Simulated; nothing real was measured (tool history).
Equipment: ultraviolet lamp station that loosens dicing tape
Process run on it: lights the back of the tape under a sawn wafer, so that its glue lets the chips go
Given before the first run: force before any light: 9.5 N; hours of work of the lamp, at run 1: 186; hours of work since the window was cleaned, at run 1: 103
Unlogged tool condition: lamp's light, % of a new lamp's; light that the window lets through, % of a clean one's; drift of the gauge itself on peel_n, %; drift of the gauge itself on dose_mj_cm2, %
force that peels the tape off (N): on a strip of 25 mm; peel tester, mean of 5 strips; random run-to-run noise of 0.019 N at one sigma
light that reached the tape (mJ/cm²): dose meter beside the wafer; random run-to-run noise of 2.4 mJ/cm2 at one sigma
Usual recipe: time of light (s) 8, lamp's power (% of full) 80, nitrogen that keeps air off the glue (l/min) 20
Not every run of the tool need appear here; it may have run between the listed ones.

run	day	time of light (s)	lamp's power (% of full)	nitrogen that keeps air off the glue (l/min)	hours of work of the lamp	hours of work since the window was cleaned	force that peels the tape off (N)	light that reached the tape (mJ/cm²)
1	0	8	80	20	186	103	1.09	244
2	2.4	8	80	20	210	127	1.166	244
3	4.65	8	80	20	232	149	1.15	238
4	7.462	8	64	20	260	177	1.821	184
5	9.546	8	64	20	280	197	1.796	184
6	11.9	8	64	20	303	220	1.997	181
7	14.379	8	64	20	327	244	1.94	182
8	16.671	8	94	20	350	267	1.007	251
9	19.283	8	80	20	375	292	1.384	208
10	20.679	8	80	20	389	306	1.48	208
11	22.696	5	80	20	409	326	3.011	128
# day 22.879: window cleaned of glue's vapour
12	24.3	5	65	20	424	14	3.699	100
13	26.946	13	82	30	450	40	0.457	321
14	28.088	8	71	15	462	51	2.326	169
15	29.354	8	82	15	474	64	1.874	192
# day 31.196: window cleaned of glue's vapour, once more
16	31.342	6	79	15	493	1	2.218	177
17	33.692	9	73	15	516	24	1.384	242
18	35.442	9	73	15	534	42	1.409	237
19	37.533	7	73	15	554	62	2.142	181
20	40.108	8	98	7	579	87	1.73	276
21	42.521	8	98	7	603	111	1.806	271
22	44.625	8	98	7	624	132	1.847	265
23	47.2	7	91	30	649	157	1.143	213

Alternative continuations, all from the tool just after run 23; predict every row:
A	49	8	81	20	667	175	?	?
B	49	6	80	20	667	175	?	?
C	49	8	91	12	667	175	?	?
D	49	7	98	30	667	175	?	?
E	49	8	84	20	667	175	?	?

run	force that peels the tape off (N)	light that reached the tape (mJ/cm²)
A	1.377	213
B	2.294	162
C	1.562	241
D	1.001	230
E	1.338	224
With no hidden state in the tool, these same runs would have given:
run	force that peels the tape off (N)	light that reached the tape (mJ/cm²)
A	0.871	269
B	1.606	203
C	1.01	304
D	0.599	289
E	0.838	281
